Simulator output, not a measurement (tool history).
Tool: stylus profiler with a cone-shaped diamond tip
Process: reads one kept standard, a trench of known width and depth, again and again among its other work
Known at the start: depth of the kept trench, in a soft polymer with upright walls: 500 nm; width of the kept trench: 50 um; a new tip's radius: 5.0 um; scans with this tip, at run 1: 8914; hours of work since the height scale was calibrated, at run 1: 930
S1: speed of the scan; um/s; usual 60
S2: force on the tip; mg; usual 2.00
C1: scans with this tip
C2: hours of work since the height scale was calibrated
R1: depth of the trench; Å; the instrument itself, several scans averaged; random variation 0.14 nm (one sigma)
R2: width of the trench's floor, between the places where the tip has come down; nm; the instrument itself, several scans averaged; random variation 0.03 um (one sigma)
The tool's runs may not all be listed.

run 1 hour=0.0 | S1=60 S2=2.00 | C1=8914 C2=930 | R1=5024.6 R2=45360
run 2 hour=32.0 | S1=152 S2=2.00 | C1=9057 C2=945 | R1=5023.1 R2=44980
run 3 hour=61.6 | S1=152 S2=2.00 | C1=9190 C2=959 | R1=5024.9 R2=44970
run 4 hour=94.9 | S1=152 S2=2.00 | C1=9339 C2=974 | R1=5025.6 R2=44940
run 5 hour=133.5 | S1=60 S2=1.34 | C1=9512 C2=992 | R1=5020.3 R2=45350
run 6 hour=171.3 | S1=60 S2=1.34 | C1=9681 C2=1010 | R1=5017.1 R2=45270
run 7 hour=203.1 | S1=60 S2=1.34 | C1=9823 C2=1025 | R1=5019.1 R2=45300
run 8 hour=233.0 | S1=60 S2=1.34 | C1=9957 C2=1039 | R1=5019.5 R2=45280
run 9 hour=269.2 | S1=60 S2=2.00 | C1=10119 C2=1055 | R1=5024.2 R2=45350
run 10 hour=305.4 | S1=60 S2=2.00 | C1=10281 C2=1072 | R1=5026.6 R2=45410
run 11 hour=331.6 | S1=20 S2=2.00 | C1=10398 C2=1085 | R1=5024.2 R2=45540
run 12 hour=362.2 | S1=20 S2=2.00 | C1=10535 C2=1099 | R1=5023.6 R2=45550
run 13 hour=385.2 | S1=60 S2=2.00 | C1=10638 C2=1110 | R1=5024.3 R2=45360
run 14 hour=402.2 | S1=60 S2=2.00 | C1=10714 C2=1118 | R1=5023.6 R2=45350
run 15 hour=430.9 | S1=60 S2=2.00 | C1=10843 C2=1131 | R1=5022.6 R2=45400
run 16 hour=457.2 | S1=60 S2=2.00 | C1=10960 C2=1143 | R1=5022.4 R2=45390
run 17 hour=476.8 | S1=60 S2=2.00 | C1=11048 C2=1152 | R1=5023.2 R2=45370
run 18 hour=505.8 | S1=60 S2=2.00 | C1=11178 C2=1166 | R1=5026.6 R2=45330
run 19 hour=522.3 | S1=60 S2=1.43 | C1=11251 C2=1174 | R1=5018.8 R2=45350
run 20 hour=560.3 | S1=60 S2=1.43 | C1=11422 C2=1191 | R1=5019.7 R2=45300
run 21 hour=595.2 | S1=60 S2=1.43 | C1=11578 C2=1208 | R1=5019.0 R2=45360
run 22 hour=621.1 | S1=60 S2=1.43 | C1=11694 C2=1220 | R1=5019.9 R2=45350
run 23 hour=642.5 | S1=60 S2=1.43 | C1=11789 C2=1230 | R1=5019.4 R2=45350
run 24 hour=674.9 | S1=33 S2=0.91 | C1=11934 C2=1245 | R1=5014.8 R2=45400
run 25 hour=708.4 | S1=33 S2=0.91 | C1=12084 C2=1260 | R1=5015.0 R2=45400
run 26 hour=724.1 | S1=60 S2=0.88 | C1=12155 C2=1268 | R1=5011.2 R2=45230
run 27 hour=755.9 | S1=182 S2=1.04 | C1=12297 C2=1283 | R1=5015.4 R2=44480
run 28 hour=776.7 | S1=23 S2=4.56 | C1=12390 C2=1292 | R1=5041.1 R2=45530
run 29 hour=798.0 | S1=119 S2=1.01 | C1=12485 C2=1302 | R1=5019.3 R2=44870
run 30 hour=820.8 | S1=22 S2=2.92 | C1=12587 C2=1313 | R1=5033.4 R2=45570
run 31 hour=838.6 | S1=22 S2=2.92 | C1=12667 C2=1321 | R1=5032.4 R2=45530
run 32 hour=869.0 | S1=22 S2=2.92 | C1=12803 C2=1335 | R1=5028.6 R2=45580
run 33 hour=901.7 | S1=219 S2=2.44 | C1=12950 C2=1351 | R1=5026.7 R2=44750
run 34 hour=919.2 | S1=37 S2=2.00 | C1=13028 C2=1359 | R1=5025.2 R2=45510
run 35 hour=945.0 | S1=40 S2=5.21 | C1=13143 C2=1371 | R1=5045.0 R2=45470
run 36 hour=967.6 | S1=60 S2=1.22 | C1=13244 C2=1381 | R1=5016.5 R2=45300
run 37 hour=998.1 | S1=60 S2=1.22 | C1=13381 C2=1396 | R1=5019.1 R2=45330
run 38 hour=1014.0 | S1=80 S2=1.22 | C1=13452 C2=1403 | R1=5016.7 R2=45170
run 39 hour=1044.2 | S1=80 S2=1.22 | C1=13587 C2=1417 | R1=5019.2 R2=45200
run 40 hour=1062.2 | S1=80 S2=1.22 | C1=13667 C2=1426 | R1=5017.8 R2=45200
run 41 hour=1079.3 | S1=80 S2=1.22 | C1=13744 C2=1434 | R1=5016.7 R2=45160
run 42 hour=1111.5 | S1=80 S2=1.22 | C1=13888 C2=1449 | R1=5016.7 R2=45130
run 43 hour=1127.7 | S1=66 S2=2.17 | C1=13961 C2=1456 | R1=5026.5 R2=45330
run 44 hour=1161.7 | S1=66 S2=2.17 | C1=14113 C2=1472 | R1=5024.2 R2=45320
run 45 hour=1193.1 | S1=88 S2=4.31 | C1=14253 C2=1487 | R1=5038.2 R2=45380
run 46 hour=1218.5 | S1=88 S2=4.31 | C1=14367 C2=1499 | R1=5042.3 R2=45380

4 ways to go on from here, each from the tool as it stands after run 46. What would each give?
run A hour=1250.3 | S1=68 S2=5.88 | C1=14509 C2=1513 | R1=? R2=?
run B hour=1250.3 | S1=88 S2=3.49 | C1=14509 C2=1513 | R1=? R2=?
run C hour=1250.3 | S1=76 S2=1.33 | C1=14509 C2=1513 | R1=? R2=?
run D hour=1250.3 | S1=161 S2=1.05 | C1=14509 C2=1513 | R1=? R2=?

run=A R1=5053.6 R2=45430
run=B R1=5037.7 R2=45330
run=C R1=5020.7 R2=45220
run=D R1=5014.7 R2=44620
Without the tool's hidden state the same runs would have given:
run=A R1=5053.5 R2=45440
run=B R1=5037.5 R2=45350
run=C R1=5020.5 R2=45240
run=D R1=5014.6 R2=44640

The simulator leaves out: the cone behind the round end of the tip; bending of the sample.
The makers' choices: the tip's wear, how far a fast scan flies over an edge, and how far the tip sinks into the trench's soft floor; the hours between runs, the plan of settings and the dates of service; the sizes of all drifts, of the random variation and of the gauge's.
